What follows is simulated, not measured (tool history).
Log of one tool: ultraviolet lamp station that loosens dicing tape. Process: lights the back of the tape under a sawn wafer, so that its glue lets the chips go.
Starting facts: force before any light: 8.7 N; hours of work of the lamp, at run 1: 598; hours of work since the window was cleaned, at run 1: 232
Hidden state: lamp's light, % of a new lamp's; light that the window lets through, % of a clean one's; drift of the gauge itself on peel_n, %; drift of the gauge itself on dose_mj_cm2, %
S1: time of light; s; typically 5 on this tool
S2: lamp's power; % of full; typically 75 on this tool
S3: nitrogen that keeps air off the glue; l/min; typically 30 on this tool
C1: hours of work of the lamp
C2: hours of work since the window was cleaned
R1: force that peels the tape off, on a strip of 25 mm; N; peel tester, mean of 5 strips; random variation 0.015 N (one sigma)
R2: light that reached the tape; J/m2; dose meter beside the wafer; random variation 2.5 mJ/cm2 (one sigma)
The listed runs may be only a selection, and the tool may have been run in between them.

run    hour  S1  S2  S3    C1   C2     R1    R2
  1     0.0   5  75  30   598  232  1.072  2590
  2    38.2   5  75  30   624  258  1.070  2560
  3    84.7   5  75  30   655  289  1.066  2560
  4   156.8   5  75  30   703  337  1.150  2480
  5   219.2   5  75  30   744  378  1.201  2470
  6   253.2   5  75  30   767  401  1.177  2440
      275.5  -- window cleaned of glue's vapour
  7   308.6   5  75  30   804   22  1.086  2560
  8   371.6   5  75  30   846   64  1.109  2510
  9   431.4   5  75  30   885  104  1.140  2490
 10   471.4   5  75  30   912  131  1.184  2450
 11   530.0   5  75  30   951  170  1.201  2390
 12   609.9   5  75  30  1004  223  1.262  2390
 13   667.8   5  75  30  1043  261  1.288  2330
 14   704.2   5  75  13  1067  286  2.070  2280
 15   768.0   7  75  13  1110  328  1.253  3180
      778.6  -- lamp changed
 16   803.9   7  75  13    17  351  0.806  4060
 17   875.4   7  75  43    64  399  0.337  3980
      899.6  -- window cleaned of glue's vapour
 18   914.3   7  75  43    90   10  0.287  4230
 19   994.3   5  75  44   143   63  0.643  2990
 20  1048.9   5  75  44   180   99  0.650  2960
 21  1084.1   5  75  44   203  123  0.650  2910
 22  1140.7   3  72  44   241  161  1.849  1640
 23  1214.8   5  75  33   290  210  0.838  2830
 24  1271.4   5  75  30   328  248  0.948  2770
 25  1324.0   3  75  53   363  283  1.748  1630
 26  1360.9   3  75  53   388  307  1.777  1650
 27  1397.2   3  75  53   412  331  1.850  1590
 28  1451.2   3  75  53   448  367  1.808  1600
 29  1493.9   5  61  30   476  396  1.465  2150
     1524.8  -- window cleaned of glue's vapour
 30  1546.7   5  65  15   511   15  1.815  2410
 31  1601.3   3  96  15   547   51  2.221  2120
 32  1662.6   5  75  14   588   92  1.595  2690
 33  1732.1   5  75  14   634  138  1.664  2620
 34  1797.5   3  75  13   678  182  3.438  1570
 35  1833.5   3  66  45   702  206  2.389  1340
 36  1872.1   5  75  18   728  231  1.515  2480
 37  1915.4   2  92  25   756  260  3.262  1230
 38  1949.4   3  74  21   779  283  2.886  1480
 39  2009.3   3  74  21   819  323  2.955  1470
 40  2081.1   3  74  21   867  371  3.101  1450
     2150.0  -- window cleaned of glue's vapour
 41  2163.3   2  75  22   921    9  3.987   990
 42  2224.4   2  75  22   962   50  3.956  1010

Hidden state at the last listed run before each entry between runs and at the first one after, where it differs:
Logged between run 6 and run 7: window cleaned of glue's vapour (hour 275.5)
  lamp's light, % of a new lamp's: 84.3 -> 83.6; light that the window lets through, % of a clean one's: 93.2 -> 98.7
  measured minus no-state result, R1: +0.449 -> +0.351 N; R2: -660 -> -540 J/m2
Logged between run 15 and run 16: lamp changed (hour 778.6)
  lamp's light, % of a new lamp's: 77.8 -> 99.2; light that the window lets through, % of a clean one's: 93.7 -> 93.3
  measured minus no-state result, R1: +0.584 -> +0.123 N; R2: -1170 -> -320 J/m2
Logged between run 17 and run 18: window cleaned of glue's vapour (hour 899.6)
  lamp's light, % of a new lamp's: 98.3 -> 97.8; light that the window lets through, % of a clean one's: 92.4 -> 99.7
  measured minus no-state result, R1: +0.061 -> +0.014 N; R2: -400 -> -110 J/m2
Logged between run 29 and run 30: window cleaned of glue's vapour (hour 1524.8)
  lamp's light, % of a new lamp's: 90.5 -> 89.9; light that the window lets through, % of a clean one's: 93.4 -> 99.2
  measured minus no-state result, R1: +0.381 -> +0.301 N; R2: -390 -> -300 J/m2
Logged between run 40 and run 41: window cleaned of glue's vapour (hour 2150.0)
  lamp's light, % of a new lamp's: 83.2 -> 82.1; light that the window lets through, % of a clean one's: 93.3 -> 99.3
  measured minus no-state result, R1: +0.793 -> +0.627 N; R2: -410 -> -230 J/m2
